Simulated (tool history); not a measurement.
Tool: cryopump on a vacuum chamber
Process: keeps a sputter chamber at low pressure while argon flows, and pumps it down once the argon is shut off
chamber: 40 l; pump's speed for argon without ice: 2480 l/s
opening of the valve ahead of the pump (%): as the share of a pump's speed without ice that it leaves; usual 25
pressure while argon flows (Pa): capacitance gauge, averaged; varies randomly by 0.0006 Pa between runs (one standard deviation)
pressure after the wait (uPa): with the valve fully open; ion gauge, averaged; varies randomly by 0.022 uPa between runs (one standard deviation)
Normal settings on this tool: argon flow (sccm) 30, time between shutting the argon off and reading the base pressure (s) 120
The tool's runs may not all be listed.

| run | day | argon flow (sccm) | time between shutting the argon off and reading the base pressure (s) | opening of the valve ahead of the pump (%) | pressure while argon flows (Pa) | pressure after the wait (uPa) |
|---|---|---|---|---|---|---|
| 1 | 0.000 | 30 | 120 | 25 | 0.0880 | 2.38 |
| 2 | 4.896 | 30 | 120 | 25 | 0.0870 | 2.46 |
| 3 | 8.283 | 30 | 120 | 25 | 0.0881 | 2.45 |
|  | 12.542 | pump warmed up, emptied and cooled again |
| 4 | 13.275 | 30 | 120 | 25 | 0.0810 | 2.11 |
| 5 | 18.329 | 30 | 120 | 25 | 0.0846 | 2.09 |
| 6 | 23.692 | 55 | 120 | 25 | 0.1526 | 2.27 |
|  | 24.583 | leaking fittings of the chamber tightened, without venting |
| 7 | 27.229 | 55 | 120 | 25 | 0.1536 | 0.63 |
| 8 | 31.700 | 30 | 120 | 25 | 0.0838 | 0.67 |
| 9 | 36.592 | 30 | 120 | 25 | 0.0857 | 0.69 |
| 10 | 41.271 | 30 | 120 | 25 | 0.0848 | 0.69 |
| 11 | 43.825 | 30 | 120 | 32 | 0.0672 | 0.74 |
| 12 | 48.062 | 30 | 120 | 32 | 0.0676 | 0.78 |
| 13 | 50.754 | 50 | 120 | 25 | 0.1447 | 0.77 |
| 14 | 53.704 | 50 | 120 | 25 | 0.1451 | 0.82 |
| 15 | 56.571 | 14 | 120 | 25 | 0.0410 | 0.81 |
| 16 | 60.100 | 14 | 120 | 25 | 0.0414 | 0.81 |
| 17 | 63.371 | 14 | 120 | 25 | 0.0418 | 0.88 |
|  | 67.817 | pump warmed up, emptied and cooled again |
| 18 | 68.233 | 14 | 120 | 25 | 0.0382 | 0.79 |
| 19 | 70.558 | 36 | 34 | 43 | 0.0581 | 2.01 |
| 20 | 72.933 | 38 | 128 | 43 | 0.0616 | 0.78 |
| 21 | 76.562 | 38 | 128 | 43 | 0.0624 | 0.82 |
| 22 | 80.721 | 22 | 221 | 22 | 0.0693 | 0.70 |
| 23 | 83.800 | 40 | 300 | 19 | 0.1465 | 0.58 |
| 24 | 86.858 | 31 | 285 | 39 | 0.0555 | 0.66 |
| 25 | 89.708 | 31 | 285 | 39 | 0.0569 | 0.65 |
| 26 | 95.025 | 31 | 120 | 22 | 0.1000 | 0.95 |
| 27 | 100.058 | 31 | 82 | 16 | 0.1370 | 1.26 |
| 28 | 104.308 | 30 | 120 | 51 | 0.0453 | 1.05 |
| 29 | 107.454 | 15 | 120 | 52 | 0.0221 | 1.09 |
| 30 | 112.171 | 15 | 47 | 28 | 0.0403 | 1.84 |
| 31 | 115.321 | 13 | 156 | 54 | 0.0199 | 1.04 |
| 32 | 118.117 | 17 | 25 | 54 | 0.0254 | 3.03 |
| 33 | 121.542 | 30 | 23 | 38 | 0.0608 | 3.11 |
|  | 122.962 | pump warmed up, emptied and cooled again |
| 34 | 124.846 | 32 | 20 | 38 | 0.0585 | 3.53 |

Forecast each of these 4 alternatives for the next run:
| A | 130.121 | 26 | 100 | 37 | ? | ? |
| B | 130.121 | 23 | 120 | 25 | ? | ? |
| C | 130.121 | 15 | 151 | 25 | ? | ? |
| D | 130.121 | 30 | 120 | 58 | ? | ? |

| run | pressure while argon flows (Pa) | pressure after the wait (uPa) |
|---|---|---|
| A | 0.0486 | 1.16 |
| B | 0.0638 | 1.05 |
| C | 0.0428 | 0.99 |
| D | 0.0355 | 1.08 |
With no hidden state in the tool, these same runs would have given:
| run | pressure while argon flows (Pa) | pressure after the wait (uPa) |
|---|---|---|
| A | 0.0475 | 0.68 |
| B | 0.0628 | 0.56 |
| C | 0.0422 | 0.49 |
| D | 0.0343 | 0.59 |

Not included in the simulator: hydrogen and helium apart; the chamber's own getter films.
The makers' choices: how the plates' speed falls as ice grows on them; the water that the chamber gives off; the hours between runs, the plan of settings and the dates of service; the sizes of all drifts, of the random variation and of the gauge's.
